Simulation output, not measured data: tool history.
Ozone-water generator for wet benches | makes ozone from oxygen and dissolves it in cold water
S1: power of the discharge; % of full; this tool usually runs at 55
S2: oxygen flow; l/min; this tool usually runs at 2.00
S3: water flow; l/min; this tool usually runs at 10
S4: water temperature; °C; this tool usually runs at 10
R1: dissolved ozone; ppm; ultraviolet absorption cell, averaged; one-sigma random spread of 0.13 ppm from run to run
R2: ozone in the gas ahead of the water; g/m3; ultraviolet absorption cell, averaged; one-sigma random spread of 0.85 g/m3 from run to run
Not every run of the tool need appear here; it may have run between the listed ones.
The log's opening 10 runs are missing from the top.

run   hour  S1    S2  S3  S4    R1     R2
 11  312.1  55  2.38  10  10  14.5  128.8
 12  331.9  55  2.38  10  10  14.5  129.3
 13  351.9  55  2.38  10  10  14.5  129.3
 14  386.1  55  2.38  10  10  14.4  130.5
 15  406.9  55  2.00  10  10  13.9  136.5
 16  425.8  55  2.00  10  10  13.9  137.5
 17  456.8  55  2.00  10  10  14.0  139.0
 18  488.1  70  2.00  10  18  15.4  169.3
 19  529.2  55  1.43  14   5   9.1  154.9
 20  560.7  85  1.43  11   5  17.2  224.2
 21  583.3  85  1.43  11   5  16.8  224.0
 22  606.6  85  1.27  10   5  17.7  236.0
 23  644.3  46  2.00  15   6   8.4  117.4
 24  666.2  46  2.00  15   6   8.4  117.7
 25  693.9  46  2.00  15   6   8.1  117.1
 26  717.4  55  3.14  10  10  15.7  117.3
 27  746.0  49  2.00  15  10   8.8  124.3
 28  770.2  41  3.07  10  10  12.2   91.4
 29  809.1  41  3.07  10  10  11.9   91.6
 30  838.0  55  1.13  10  16  10.9  164.5
 31  869.0  55  2.00  10   9  14.2  137.9
 32  890.9  55  2.00  10   9  14.0  135.9
 33  908.4  57  3.32   6   6  25.2  117.3
 34  950.2  57  3.32   6   6  25.3  118.0

Predict each of these 3 candidate next runs independently; none follows another, all start after run 34:
  A  968.2  57  3.32   6   9   ?   ?
  B  968.2  86  3.32   6   8   ?   ?
  C  968.2  68  2.00  10  10   ?   ?

run    R1     R2
  A  24.1  119.1
  B  34.8  168.3
  C  16.8  163.4
Without the tool's hidden state the same runs would have given:
run    R1     R2
  A  24.1  119.1
  B  34.8  168.4
  C  16.8  163.4
